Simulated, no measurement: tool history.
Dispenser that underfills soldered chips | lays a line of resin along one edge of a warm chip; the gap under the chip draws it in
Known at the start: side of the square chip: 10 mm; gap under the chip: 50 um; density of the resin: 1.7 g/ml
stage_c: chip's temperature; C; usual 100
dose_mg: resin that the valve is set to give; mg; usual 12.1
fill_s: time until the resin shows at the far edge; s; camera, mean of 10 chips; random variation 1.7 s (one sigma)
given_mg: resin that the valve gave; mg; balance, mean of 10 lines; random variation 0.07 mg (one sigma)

run 1 day=0.000 | stage_c=100 dose_mg=12.1 | fill_s=180.7 given_mg=10.89
-- day=0.304 new syringe of resin
run 2 day=0.512 | stage_c=100 dose_mg=12.1 | fill_s=179.4 given_mg=10.78
-- day=0.883 new syringe of resin
run 3 day=1.067 | stage_c=100 dose_mg=12.1 | fill_s=178.8 given_mg=10.60
-- day=1.258 dispensing valve cleaned and set on the balance
-- day=1.500 new syringe of resin
run 4 day=1.779 | stage_c=100 dose_mg=12.1 | fill_s=176.6 given_mg=12.06
-- day=2.071 new syringe of resin
run 5 day=2.108 | stage_c=100 dose_mg=12.1 | fill_s=154.7 given_mg=11.89
run 6 day=2.471 | stage_c=100 dose_mg=12.1 | fill_s=190.7 given_mg=11.90
-- day=2.662 new syringe of resin
run 7 day=3.067 | stage_c=100 dose_mg=14.5 | fill_s=186.1 given_mg=14.08
-- day=3.221 new syringe of resin
-- day=3.758 new syringe of resin
run 8 day=3.758 | stage_c=91 dose_mg=14.5 | fill_s=208.6 given_mg=13.98
run 9 day=4.133 | stage_c=91 dose_mg=14.5 | fill_s=256.3 given_mg=13.87
-- day=4.292 new syringe of resin
run 10 day=4.708 | stage_c=100 dose_mg=12.1 | fill_s=191.5 given_mg=11.43
-- day=4.867 new syringe of resin
run 11 day=5.167 | stage_c=100 dose_mg=11.1 | fill_s=189.1 given_mg=10.48
-- day=5.425 new syringe of resin
run 12 day=5.488 | stage_c=110 dose_mg=11.1 | fill_s=114.8 given_mg=10.46
-- day=5.975 new syringe of resin
run 13 day=6.096 | stage_c=110 dose_mg=11.1 | fill_s=119.4 given_mg=10.21
run 14 day=6.388 | stage_c=110 dose_mg=11.1 | fill_s=142.1 given_mg=10.31
-- day=6.512 new syringe of resin
run 15 day=6.862 | stage_c=110 dose_mg=11.1 | fill_s=138.4 given_mg=10.07
-- day=7.071 new syringe of resin
run 16 day=7.438 | stage_c=110 dose_mg=11.1 | fill_s=136.9 given_mg=9.97
-- day=7.612 new syringe of resin
run 17 day=8.017 | stage_c=110 dose_mg=11.1 | fill_s=144.0 given_mg=9.91
-- day=8.183 new syringe of resin
run 18 day=8.362 | stage_c=110 dose_mg=11.1 | fill_s=125.8 given_mg=10.01
-- day=8.733 new syringe of resin
run 19 day=8.733 | stage_c=108 dose_mg=14.6 | fill_s=113.6 given_mg=12.91
run 20 day=9.142 | stage_c=114 dose_mg=15.4 | fill_s=112.1 given_mg=13.57
-- day=9.308 new syringe of resin
run 21 day=9.675 | stage_c=90 dose_mg=11.3 | fill_s=272.1 given_mg=9.90
-- day=9.854 dispensing valve cleaned and set on the balance
-- day=9.929 new syringe of resin
run 22 day=10.154 | stage_c=90 dose_mg=11.3 | fill_s=249.9 given_mg=11.30
-- day=10.492 new syringe of resin
run 23 day=10.496 | stage_c=112 dose_mg=11.8 | fill_s=99.0 given_mg=11.72
-- day=11.042 new syringe of resin
run 24 day=11.067 | stage_c=112 dose_mg=11.8 | fill_s=103.5 given_mg=11.64
run 25 day=11.512 | stage_c=94 dose_mg=15.2 | fill_s=233.8 given_mg=14.70
-- day=11.583 new syringe of resin
-- day=12.125 new syringe of resin
run 26 day=12.158 | stage_c=105 dose_mg=14.1 | fill_s=127.0 given_mg=13.54
run 27 day=12.600 | stage_c=105 dose_mg=14.1 | fill_s=163.9 given_mg=13.61
-- day=12.700 new syringe of resin
run 28 day=13.146 | stage_c=105 dose_mg=14.1 | fill_s=153.6 given_mg=13.53
-- day=13.246 new syringe of resin
run 29 day=13.767 | stage_c=99 dose_mg=15.1 | fill_s=202.3 given_mg=14.12
-- day=13.838 new syringe of resin
-- day=14.388 new syringe of resin
run 30 day=14.483 | stage_c=104 dose_mg=10.8 | fill_s=141.0 given_mg=10.13

4 ways to go on from here, each from the tool as it stands after run 30. What would each give?
-- day=14.946 new syringe of resin
run A day=15.058 | stage_c=91 dose_mg=11.9 | fill_s=? given_mg=?
-- day=14.946 new syringe of resin
run B day=15.058 | stage_c=109 dose_mg=13.1 | fill_s=? given_mg=?
-- day=14.946 new syringe of resin
run C day=15.058 | stage_c=100 dose_mg=10.9 | fill_s=? given_mg=?
-- day=14.946 new syringe of resin
run D day=15.058 | stage_c=114 dose_mg=11.6 | fill_s=? given_mg=?

run=A fill_s=224.2 given_mg=10.86
run=B fill_s=117.3 given_mg=12.08
run=C fill_s=166.5 given_mg=10.03
run=D fill_s=102.6 given_mg=10.77
Without the tool's hidden state the same runs would have given:
run=A fill_s=233.8 given_mg=11.75
run=B fill_s=121.7 given_mg=13.07
run=C fill_s=171.1 given_mg=10.85
run=D fill_s=105.2 given_mg=11.66

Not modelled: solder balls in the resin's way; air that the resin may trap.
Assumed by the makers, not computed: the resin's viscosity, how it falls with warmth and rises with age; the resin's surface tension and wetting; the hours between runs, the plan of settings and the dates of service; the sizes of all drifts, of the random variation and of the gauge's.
